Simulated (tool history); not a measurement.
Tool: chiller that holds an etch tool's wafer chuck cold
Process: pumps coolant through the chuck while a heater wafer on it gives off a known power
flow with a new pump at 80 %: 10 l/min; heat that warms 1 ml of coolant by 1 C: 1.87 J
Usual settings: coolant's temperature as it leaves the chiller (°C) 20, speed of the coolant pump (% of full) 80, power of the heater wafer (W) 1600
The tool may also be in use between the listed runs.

| run | hour | coolant's temperature as it leaves the chiller (°C) | speed of the coolant pump (% of full) | power of the heater wafer (W) | chuck's temperature once it has settled (°C) | how much warmer the coolant comes back (C) |
|---|---|---|---|---|---|---|
| 1 | 0 | 20 | 80 | 1600 | 31.9 | 5.14 |
| 2 | 94.4 | 20 | 62 | 1600 | 35 | 6.89 |
| 3 | 214.5 | 20 | 81 | 1600 | 31.7 | 5.01 |
| 4 | 299.8 | 20 | 81 | 1600 | 31.8 | 5.03 |
| 5 | 389.5 | 20 | 81 | 1600 | 32 | 5.05 |
| 6 | 458.4 | 20 | 81 | 1600 | 31.9 | 5.04 |
| 7 | 537.8 | 20 | 80 | 1287 | 29.6 | 4.15 |
| 8 | 621.9 | 20 | 80 | 1287 | 29.5 | 4.1 |
| 9 | 697.9 | 20 | 80 | 874 | 26.8 | 2.82 |
| 10 | 753.8 | 20 | 66 | 1600 | 34.1 | 6.34 |
| 11 | 823.1 | 20 | 84 | 1600 | 31.3 | 4.83 |
| 12 | 928.8 | 20 | 84 | 1600 | 31.3 | 4.85 |
| 13 | 993.8 | 20 | 84 | 1600 | 31.4 | 4.86 |
| 14 | 1088.6 | 20 | 84 | 1600 | 31.4 | 4.82 |
| 15 | 1213.8 | 20 | 80 | 1600 | 32 | 5.11 |
| 16 | 1320 | 20 | 80 | 1600 | 32 | 5.09 |
| 17 | 1421.6 | 20 | 99 | 1600 | 29.9 | 4.01 |
| 18 | 1526.5 | 20 | 94 | 1441 | 29.4 | 3.81 |
| 19 | 1627 | 19 | 74 | 1600 | 31.8 | 5.54 |
| 20 | 1720.3 | 19 | 74 | 1600 | 31.8 | 5.56 |
| 21 | 1774.1 | 15 | 98 | 1702 | 25.7 | 4.35 |
| 22 | 1836.7 | 17 | 98 | 1255 | 24.7 | 3.22 |
| 23 | 1914.1 | 17 | 98 | 1255 | 24.7 | 3.2 |
| 24 | 2035.9 | 17 | 98 | 1255 | 24.8 | 3.22 |
| 25 | 2142.5 | 18 | 80 | 825 | 24.2 | 2.59 |

The next listed run, before its measurement:
| 26 | 2250.5 | 23 | 95 | 1613 | ? | ? |

Run 26 gave chuck's temperature once it has settled (°C) 33.3, how much warmer the coolant comes back (C) 4.28.
Without the tool's hidden state the same run would have given chuck's temperature once it has settled (°C) 33.3, how much warmer the coolant comes back (C) 4.28.
